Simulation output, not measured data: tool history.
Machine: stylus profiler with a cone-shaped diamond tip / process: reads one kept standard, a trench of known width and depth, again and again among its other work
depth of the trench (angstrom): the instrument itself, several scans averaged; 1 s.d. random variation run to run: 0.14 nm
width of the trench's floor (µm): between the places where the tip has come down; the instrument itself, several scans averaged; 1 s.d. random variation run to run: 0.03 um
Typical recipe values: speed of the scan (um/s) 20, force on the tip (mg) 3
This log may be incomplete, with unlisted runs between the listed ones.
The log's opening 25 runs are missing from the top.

| run | day | speed of the scan (um/s) | force on the tip (mg) | depth of the trench (angstrom) | width of the trench's floor (µm) |
|---|---|---|---|---|---|
| 26 | 48.417 | 75 | 3.31 | 5083.1 | 16.66 |
| 27 | 50.192 | 75 | 2 | 5056.3 | 16.61 |
| 28 | 52.775 | 20 | 1.08 | 5038.3 | 16.81 |
| 29 | 54.742 | 20 | 1.08 | 5037.6 | 16.79 |
| 30 | 56.483 | 43 | 1.28 | 5042.7 | 16.63 |
| 31 | 58.446 | 58 | 4.63 | 5100.3 | 16.82 |
| 32 | 59.879 | 15 | 4.63 | 5101.7 | 16.87 |
| 33 | 61.608 | 6 | 4.14 | 5094.7 | 16.9 |
| 34 | 62.721 | 6 | 4.14 | 5093.5 | 16.95 |
| 35 | 63.867 | 12 | 1.15 | 5037.9 | 16.9 |
| 36 | 66.129 | 15 | 1.08 | 5035.5 | 16.86 |
| 37 | 68.842 | 40 | 3.39 | 5083.6 | 16.83 |
| 38 | 70.162 | 17 | 1.19 | 5043.1 | 16.83 |
| 39 | 71.5 | 17 | 1.19 | 5040.8 | 16.9 |
| 40 | 73.354 | 29 | 1.69 | 5054.4 | 16.84 |
| 41 | 74.683 | 12 | 1.44 | 5045.8 | 16.87 |
| 42 | 76.512 | 27 | 1.09 | 5037.9 | 16.76 |
|  | 77.483 | new tip fitted, height scale calibrated |
| 43 | 78.962 | 27 | 1.09 | 5037.6 | 16.88 |

Run 44 is up next; what results do you expect?
| 44 | 80.917 | 7 | 4.2 | ? | ? |

depth of the trench (angstrom): 5095.3
width of the trench's floor (µm): 16.9
On a tool with no hidden condition, and with the same random variation, this run would have come out at depth of the trench (angstrom) 5095.3, width of the trench's floor (µm) 16.9.

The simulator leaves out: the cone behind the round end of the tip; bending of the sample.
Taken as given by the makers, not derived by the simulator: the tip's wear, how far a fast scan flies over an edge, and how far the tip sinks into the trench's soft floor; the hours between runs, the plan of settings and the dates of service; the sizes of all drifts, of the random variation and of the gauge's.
